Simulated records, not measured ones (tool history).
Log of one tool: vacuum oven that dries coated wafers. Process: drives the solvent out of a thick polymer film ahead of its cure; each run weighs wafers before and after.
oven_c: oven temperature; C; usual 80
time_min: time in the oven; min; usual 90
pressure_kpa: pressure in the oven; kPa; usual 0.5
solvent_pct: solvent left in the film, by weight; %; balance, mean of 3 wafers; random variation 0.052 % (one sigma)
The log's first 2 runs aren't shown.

run	hour	oven_c	time_min	pressure_kpa	solvent_pct
3	21.3	78	90	0.5	1.69
4	32.4	80	90	0.5	1.18
5	38.8	80	90	0.5	1.29
6	51.3	80	90	0.5	1.21
7	63.2	68	90	0.5	4.45
8	75.1	68	68	0.5	5.93
9	84.1	68	68	0.464	5.91
10	96.7	68	68	0.464	6.01
11	103.2	68	68	0.6	5.99
12	112.5	68	68	0.6	6.06
13	118.6	68	68	0.6	6.07
14	128.6	68	68	0.6	6.03
15	138.3	80	90	0.5	1.26
16	147.5	80	90	0.5	1.22
17	155.9	80	90	0.587	1.31
18	168.5	80	90	0.634	1.26
19	178.6	72	131	0.731	1.97
20	189.3	75	80	0.983	3.26
21	197.8	75	142	0.983	1.26
22	208.8	83	142	1.675	0.91

The next listed run, before its measurement:
23	222.2	80	88	0.315	?

{"run 23": {"solvent_pct": 1.2}}
Without the tool's hidden state the same run would have given solvent_pct 1.19 %.

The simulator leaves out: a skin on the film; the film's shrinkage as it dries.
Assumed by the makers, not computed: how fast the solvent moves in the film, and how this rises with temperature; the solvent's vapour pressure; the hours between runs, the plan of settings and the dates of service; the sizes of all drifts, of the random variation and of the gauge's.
